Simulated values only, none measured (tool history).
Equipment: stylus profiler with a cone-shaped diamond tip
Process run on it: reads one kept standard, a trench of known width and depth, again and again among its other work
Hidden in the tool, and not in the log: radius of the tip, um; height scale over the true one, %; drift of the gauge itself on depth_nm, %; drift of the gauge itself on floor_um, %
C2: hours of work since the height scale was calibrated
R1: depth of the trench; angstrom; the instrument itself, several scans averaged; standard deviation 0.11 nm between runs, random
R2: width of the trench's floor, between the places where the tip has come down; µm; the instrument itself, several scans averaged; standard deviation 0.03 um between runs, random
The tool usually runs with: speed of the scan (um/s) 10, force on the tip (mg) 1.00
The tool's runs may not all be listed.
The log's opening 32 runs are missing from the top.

Run 33, hour 600.7: usual settings but speed of the scan (um/s) 20, force on the tip (mg) 1.36; scans with this tip 2123; C2 460. Result: R1 2018.0 angstrom, R2 97.81 µm.
Run 34, hour 611.6: usual settings but speed of the scan (um/s) 20, force on the tip (mg) 1.36; scans with this tip 2151; C2 466. Result: R1 2018.8 angstrom, R2 97.68 µm.
Run 35, hour 630.0: usual settings but speed of the scan (um/s) 32, force on the tip (mg) 0.93; scans with this tip 2199; C2 476. Result: R1 2012.9 angstrom, R2 97.73 µm.
Run 36, hour 651.4: usual settings but speed of the scan (um/s) 12, force on the tip (mg) 0.75; scans with this tip 2254; C2 488. Result: R1 2010.3 angstrom, R2 97.75 µm.
Run 37, hour 673.5: usual settings but speed of the scan (um/s) 5, force on the tip (mg) 0.38; scans with this tip 2311; C2 500. Result: R1 2005.6 angstrom, R2 97.74 µm.
Run 38, hour 690.7: usual settings but speed of the scan (um/s) 3, force on the tip (mg) 2.31; scans with this tip 2356; C2 510. Result: R1 2027.4 angstrom, R2 97.79 µm.
Run 39, hour 708.8: usual settings but speed of the scan (um/s) 7, force on the tip (mg) 1.13; scans with this tip 2403; C2 520. Result: R1 2014.9 angstrom, R2 97.83 µm.
Run 40, hour 728.0: usual settings but speed of the scan (um/s) 3, force on the tip (mg) 1.56; scans with this tip 2453; C2 531. Result: R1 2019.3 angstrom, R2 97.83 µm.
Run 41, hour 749.7: usual settings but speed of the scan (um/s) 32, force on the tip (mg) 0.46; scans with this tip 2509; C2 543. Result: R1 2006.6 angstrom, R2 97.60 µm.
Run 42, hour 775.8: usual settings but speed of the scan (um/s) 32, force on the tip (mg) 0.46; scans with this tip 2577; C2 558. Result: R1 2009.5 angstrom, R2 97.61 µm.
Run 43, hour 788.9: usual settings but speed of the scan (um/s) 9, force on the tip (mg) 2.72; scans with this tip 2611; C2 565. Result: R1 2029.9 angstrom, R2 97.67 µm.
Run 44, hour 807.6: usual settings but speed of the scan (um/s) 3, force on the tip (mg) 0.37; scans with this tip 2659; C2 576. Result: R1 2005.8 angstrom, R2 97.79 µm.
Run 45, hour 822.5: usual settings but speed of the scan (um/s) 39, force on the tip (mg) 0.98; scans with this tip 2698; C2 584. Result: R1 2012.7 angstrom, R2 97.63 µm.
Run 46, hour 847.3: usual settings but speed of the scan (um/s) 39, force on the tip (mg) 0.98; scans with this tip 2762; C2 598. Result: R1 2012.1 angstrom, R2 97.56 µm.
Run 47, hour 865.0: usual settings but speed of the scan (um/s) 4, force on the tip (mg) 0.77; scans with this tip 2808; C2 608. Result: R1 2010.7 angstrom, R2 97.73 µm.

3 ways to go on from here, each from the tool as it stands after run 47. What would each give?
Run A, hour 888.0: usual settings but speed of the scan (um/s) 7, force on the tip (mg) 1.20; scans with this tip 2868; C2 621. Result: R1 ?, R2 ?.
Run B, hour 888.0: usual settings but speed of the scan (um/s) 3, force on the tip (mg) 0.84; scans with this tip 2868; C2 621. Result: R1 ?, R2 ?.
Run C, hour 888.0: usual settings but speed of the scan (um/s) 20, force on the tip (mg) 0.77; scans with this tip 2868; C2 621. Result: R1 ?, R2 ?.

run      R1     R2
  A  2016.7  97.73
  B  2012.1  97.77
  C  2010.3  97.70
With the hidden condition removed and each run's random variation left untouched, the same runs would have given:
run      R1     R2
  A  2021.6  98.04
  B  2017.0  98.07
  C  2015.2  98.01
